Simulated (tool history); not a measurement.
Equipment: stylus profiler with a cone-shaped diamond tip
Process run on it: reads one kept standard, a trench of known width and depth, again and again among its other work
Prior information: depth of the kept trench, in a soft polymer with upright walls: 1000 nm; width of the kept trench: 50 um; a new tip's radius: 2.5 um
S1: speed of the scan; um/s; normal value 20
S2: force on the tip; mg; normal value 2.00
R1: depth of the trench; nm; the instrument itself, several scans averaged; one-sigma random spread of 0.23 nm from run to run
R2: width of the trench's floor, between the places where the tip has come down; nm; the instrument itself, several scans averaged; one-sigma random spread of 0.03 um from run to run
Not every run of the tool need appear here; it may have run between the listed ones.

run	day	S1	S2	R1	R2
1	0.000	20	2.00	1016.10	42740
2	1.067	20	2.00	1016.34	42790
3	2.612	20	2.00	1016.52	42700
4	3.888	5	2.00	1016.82	42680
5	5.508	5	2.00	1016.57	42660
6	6.800	29	2.00	1017.18	42610
7	7.842	29	2.00	1016.81	42630
8	8.942	29	2.00	1017.00	42590
9	10.471	29	2.00	1017.02	42540
10	12.017	29	1.62	1015.53	42420
11	12.725	29	1.62	1015.59	42490
12	13.475	44	2.00	1017.22	42460
13	14.892	20	2.00	1010.49	45900
14	16.012	20	2.00	1010.80	45840
15	17.508	20	2.00	1010.73	45740
16	18.738	20	2.00	1011.47	45670
17	20.442	20	2.00	1011.09	45680
18	21.454	20	4.30	1017.90	45640
19	22.638	20	2.00	1011.09	45630
20	24.192	20	2.00	1011.24	45530
21	25.350	23	1.62	1009.88	45450
22	27.058	20	1.87	1011.38	45430
23	28.288	6	3.66	1016.88	45350
24	29.171	78	0.78	1006.54	45140
25	30.829	59	1.25	1008.42	45110
26	32.229	34	0.75	1006.53	45190
27	33.367	17	1.29	1009.65	45190
28	34.079	17	1.29	1009.32	45170
29	35.054	56	1.29	1009.59	45080
30	36.121	56	1.29	1007.55	44970
31	37.038	9	1.02	1006.48	45100
32	38.396	10	0.69	1004.66	45080
33	39.808	60	2.42	1011.55	44940
34	40.879	8	5.13	1019.50	44940
35	42.242	8	5.13	1019.73	44930
36	43.779	76	2.24	1011.54	44740
37	44.579	76	2.24	1011.10	44770
38	46.012	20	0.67	1005.45	44760
39	47.421	39	0.94	1006.80	44660

Not shown: 3 entries that the log had between the listed runs. Between which runs, and how does the tool's hidden state differ before and after?
Runs 12 to 13: new tip fitted, height scale calibrated (day 13.962)
  radius of the tip, um: 7.5 -> 2.59; height scale over the true one, %: 0.665 -> 0.032
  the result without the hidden state subtracted from the measured one, R1: +6.72 -> +0.32 nm; R2: -3480 -> -90 nm
Runs 26 to 27: height scale calibrated on a step standard (day 32.404)
  radius of the tip, um: 3.29 -> 3.34; height scale over the true one, %: 0.125 -> 0.171
  the result without the hidden state subtracted from the measured one, R1: +1.26 -> +1.72 nm; R2: -720 -> -770 nm
Runs 29 to 30: height scale calibrated on a step standard, once more (day 36.000)
  radius of the tip, um: 3.4 -> 3.44; height scale over the true one, %: 0.18 -> -0.008
  the result without the hidden state subtracted from the measured one, R1: +1.81 -> -0.08 nm; R2: -810 -> -850 nm

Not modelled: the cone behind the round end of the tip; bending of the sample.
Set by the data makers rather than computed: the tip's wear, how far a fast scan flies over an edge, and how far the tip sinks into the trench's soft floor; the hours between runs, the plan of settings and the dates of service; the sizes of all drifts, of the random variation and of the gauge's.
